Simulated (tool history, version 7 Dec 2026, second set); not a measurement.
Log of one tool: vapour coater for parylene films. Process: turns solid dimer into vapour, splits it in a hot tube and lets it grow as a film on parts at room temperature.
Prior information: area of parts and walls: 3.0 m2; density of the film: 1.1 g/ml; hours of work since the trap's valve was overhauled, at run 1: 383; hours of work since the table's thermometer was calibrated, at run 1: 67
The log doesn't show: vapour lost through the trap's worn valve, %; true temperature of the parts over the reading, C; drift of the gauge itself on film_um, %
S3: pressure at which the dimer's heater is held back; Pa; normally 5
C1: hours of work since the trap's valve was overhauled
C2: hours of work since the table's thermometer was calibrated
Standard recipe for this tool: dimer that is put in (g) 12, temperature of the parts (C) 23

{"run": 1, "hour": 0.0, "dimer that is put in (g)": 12, "temperature of the parts (C)": 23, "S3": 5, "C1": 383, "C2": 67, "thickness of the film (nm)": 2560}
{"run": 2, "hour": 11.9, "dimer that is put in (g)": 17, "temperature of the parts (C)": 23, "S3": 5, "C1": 391, "C2": 75, "thickness of the film (nm)": 3650}
{"run": 3, "hour": 32.4, "dimer that is put in (g)": 12, "temperature of the parts (C)": 23, "S3": 5, "C1": 405, "C2": 89, "thickness of the film (nm)": 2550}
{"run": 4, "hour": 52.6, "dimer that is put in (g)": 12, "temperature of the parts (C)": 23, "S3": 5, "C1": 418, "C2": 103, "thickness of the film (nm)": 2520}
{"run": 5, "hour": 67.8, "dimer that is put in (g)": 12, "temperature of the parts (C)": 23, "S3": 5, "C1": 429, "C2": 113, "thickness of the film (nm)": 2550}
{"run": 6, "hour": 87.0, "dimer that is put in (g)": 12, "temperature of the parts (C)": 23, "S3": 5, "C1": 442, "C2": 126, "thickness of the film (nm)": 2550}
{"run": 7, "hour": 107.9, "dimer that is put in (g)": 12, "temperature of the parts (C)": 23, "S3": 5, "C1": 456, "C2": 140, "thickness of the film (nm)": 2530}
{"hour": 124.1, "done": "trap's valve overhauled"}
{"run": 8, "hour": 124.1, "dimer that is put in (g)": 12, "temperature of the parts (C)": 23, "S3": 5, "C1": 0, "C2": 148, "thickness of the film (nm)": 2550}
{"run": 9, "hour": 138.4, "dimer that is put in (g)": 12, "temperature of the parts (C)": 23, "S3": 5, "C1": 10, "C2": 158, "thickness of the film (nm)": 2540}
{"run": 10, "hour": 156.9, "dimer that is put in (g)": 12, "temperature of the parts (C)": 23, "S3": 3.19, "C1": 22, "C2": 170, "thickness of the film (nm)": 2770}
{"run": 11, "hour": 168.1, "dimer that is put in (g)": 12, "temperature of the parts (C)": 24, "S3": 5, "C1": 30, "C2": 178, "thickness of the film (nm)": 2480}
{"run": 12, "hour": 189.5, "dimer that is put in (g)": 12, "temperature of the parts (C)": 19, "S3": 3.46, "C1": 44, "C2": 192, "thickness of the film (nm)": 2980}
{"run": 13, "hour": 201.1, "dimer that is put in (g)": 12, "temperature of the parts (C)": 17, "S3": 3.79, "C1": 52, "C2": 200, "thickness of the film (nm)": 3100}
{"run": 14, "hour": 213.0, "dimer that is put in (g)": 12, "temperature of the parts (C)": 17, "S3": 3.79, "C1": 60, "C2": 208, "thickness of the film (nm)": 3090}
{"run": 15, "hour": 223.1, "dimer that is put in (g)": 12, "temperature of the parts (C)": 17, "S3": 3.79, "C1": 67, "C2": 215, "thickness of the film (nm)": 3100}
{"run": 16, "hour": 232.0, "dimer that is put in (g)": 12, "temperature of the parts (C)": 17, "S3": 3.79, "C1": 73, "C2": 221, "thickness of the film (nm)": 3090}
{"run": 17, "hour": 251.3, "dimer that is put in (g)": 12, "temperature of the parts (C)": 17, "S3": 3.79, "C1": 86, "C2": 234, "thickness of the film (nm)": 3100}
{"run": 18, "hour": 264.6, "dimer that is put in (g)": 15, "temperature of the parts (C)": 25, "S3": 7.53, "C1": 95, "C2": 243, "thickness of the film (nm)": 2840}
{"run": 19, "hour": 274.4, "dimer that is put in (g)": 15, "temperature of the parts (C)": 25, "S3": 7.53, "C1": 101, "C2": 249, "thickness of the film (nm)": 2860}
{"run": 20, "hour": 292.7, "dimer that is put in (g)": 15, "temperature of the parts (C)": 21, "S3": 7.53, "C1": 113, "C2": 262, "thickness of the film (nm)": 3120}
{"run": 21, "hour": 310.3, "dimer that is put in (g)": 9, "temperature of the parts (C)": 29, "S3": 4.44, "C1": 125, "C2": 273, "thickness of the film (nm)": 1690}

Below are 3 alternative next runs, each starting from the tool's condition after run 21. Predict each:
{"run": "A", "hour": 321.4, "dimer that is put in (g)": 7, "temperature of the parts (C)": 16, "S3": 4.02, "C1": 133, "C2": 281, "thickness of the film (nm)": "?"}
{"run": "B", "hour": 321.4, "dimer that is put in (g)": 9, "temperature of the parts (C)": 30, "S3": 8.8, "C1": 133, "C2": 281, "thickness of the film (nm)": "?"}
{"run": "C", "hour": 321.4, "dimer that is put in (g)": 5, "temperature of the parts (C)": 28, "S3": 3.36, "C1": 133, "C2": 281, "thickness of the film (nm)": "?"}

run=A thickness_of_the_film_(nm)=1820
run=B thickness_of_the_film_(nm)=1470
run=C thickness_of_the_film_(nm)=1010
With the hidden condition removed and each run's random variation left untouched, the same runs would have given:
run=A thickness_of_the_film_(nm)=1820
run=B thickness_of_the_film_(nm)=1470
run=C thickness_of_the_film_(nm)=1010

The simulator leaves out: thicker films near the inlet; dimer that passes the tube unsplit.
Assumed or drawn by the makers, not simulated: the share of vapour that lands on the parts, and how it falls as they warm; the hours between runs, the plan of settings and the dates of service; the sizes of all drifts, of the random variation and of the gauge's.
